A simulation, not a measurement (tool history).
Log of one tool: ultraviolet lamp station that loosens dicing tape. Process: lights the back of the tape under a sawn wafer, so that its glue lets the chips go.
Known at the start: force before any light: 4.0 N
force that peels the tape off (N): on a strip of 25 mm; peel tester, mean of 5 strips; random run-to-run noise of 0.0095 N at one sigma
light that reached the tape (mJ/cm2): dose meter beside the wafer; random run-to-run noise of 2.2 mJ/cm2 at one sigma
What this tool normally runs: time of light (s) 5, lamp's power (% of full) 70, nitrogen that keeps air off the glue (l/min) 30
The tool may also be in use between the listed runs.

run,hour,time of light (s),lamp's power (% of full),nitrogen that keeps air off the glue (l/min),force that peels the tape off (N),light that reached the tape (mJ/cm2)
1,0.0,5,70,30,0.840,114
2,33.6,5,70,30,0.866,113
3,63.9,5,96,30,0.512,157
4,78.5,5,82,30,0.671,132
5,97.4,5,82,30,0.696,130
6,113.9,5,70,30,0.919,107
7,129.2,5,70,30,0.902,106
# hour 143.5: window cleaned of glue's vapour
8,161.2,5,70,30,0.781,123
9,179.7,5,70,40,0.728,120
10,195.6,4,70,9,1.681,90
11,219.8,4,70,9,1.658,94
12,238.6,7,60,13,0.958,137
13,274.4,7,92,12,0.508,208
14,309.2,4,84,13,1.309,104
15,342.9,3,87,30,1.297,82
16,366.5,5,70,27,0.975,106

3 options for the next run, each taken on its own from the tool as it stands now. Forecast them:
A,389.1,9,70,27,?,?
B,389.1,3,70,22,?,?
C,389.1,3,83,15,?,?

run,force that peels the tape off (N),light that reached the tape (mJ/cm2)
A,0.349,190
B,1.852,69
C,1.814,76
With the hidden condition removed and each run's random variation left untouched, the same runs would have given:
run,force that peels the tape off (N),light that reached the tape (mJ/cm2)
A,0.114,314
B,1.122,110
C,1.077,125

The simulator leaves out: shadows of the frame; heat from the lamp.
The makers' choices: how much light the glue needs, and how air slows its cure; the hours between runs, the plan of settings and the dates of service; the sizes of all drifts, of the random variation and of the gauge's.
